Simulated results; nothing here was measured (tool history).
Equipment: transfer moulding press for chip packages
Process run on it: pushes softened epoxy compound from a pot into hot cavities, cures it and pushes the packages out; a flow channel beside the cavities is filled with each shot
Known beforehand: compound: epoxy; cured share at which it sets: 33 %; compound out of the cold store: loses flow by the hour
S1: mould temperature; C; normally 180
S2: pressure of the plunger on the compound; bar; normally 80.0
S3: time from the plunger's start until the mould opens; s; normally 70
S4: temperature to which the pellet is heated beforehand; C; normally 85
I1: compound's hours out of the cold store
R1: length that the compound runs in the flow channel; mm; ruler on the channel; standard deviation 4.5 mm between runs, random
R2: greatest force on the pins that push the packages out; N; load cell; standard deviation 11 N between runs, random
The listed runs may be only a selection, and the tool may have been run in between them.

run,hour,S1,S2,S3,S4,I1,R1,R2
1,0.0,180,80.0,70,85,36.8,581,727
2,20.1,180,80.0,70,85,45.7,556,727
# hour 23.0: cavities cleaned with cleaning compound and waxed
3,33.2,180,80.0,70,83,12.3,642,623
4,47.3,180,80.0,70,85,37.6,574,639
5,61.2,180,80.0,70,85,37.5,575,668
6,70.6,180,80.0,70,85,11.2,644,735
7,89.6,180,80.0,70,85,28.7,587,767
8,108.7,180,80.0,70,85,46.2,538,744
# hour 118.7: cavities cleaned with cleaning compound and waxed
9,126.5,180,89.2,70,85,22.0,634,578
10,142.9,180,89.2,56,85,17.3,645,1190
11,163.8,177,78.4,83,95,46.9,537,557
12,181.1,177,78.4,83,95,48.0,539,625
13,196.2,188,90.2,101,78,35.5,585,571
# hour 205.9: plunger's sealing rings changed
# hour 217.6: cavities cleaned with cleaning compound and waxed
14,219.3,188,90.2,101,78,23.1,648,413
15,230.6,180,78.5,72,85,13.3,655,554
16,242.3,186,80.0,70,88,47.5,556,521
17,259.1,186,80.0,70,88,12.3,629,564
18,275.8,175,72.0,70,75,27.2,597,1071
19,295.4,176,69.5,67,93,30.3,574,1062

Branching from run 19: 5 alternative next runs. What would each branch give?
# hour 314.6: cavities cleaned with cleaning compound and waxed
A,315.2,180,80.0,94,85,11.6,?,?
# hour 314.6: cavities cleaned with cleaning compound and waxed
B,315.2,180,91.3,106,93,29.4,?,?
# hour 314.6: cavities cleaned with cleaning compound and waxed
C,315.2,176,81.7,67,93,35.0,?,?
# hour 314.6: cavities cleaned with cleaning compound and waxed
D,315.2,176,60.0,84,93,39.9,?,?
# hour 314.6: cavities cleaned with cleaning compound and waxed
E,315.2,178,69.5,67,91,13.0,?,?

run,R1,R2
A,646,419
B,653,384
C,607,730
D,512,463
E,603,680
What these runs would have given with no unlogged condition in the tool:
run,R1,R2
A,658,402
B,665,367
C,619,717
D,521,448
E,614,668
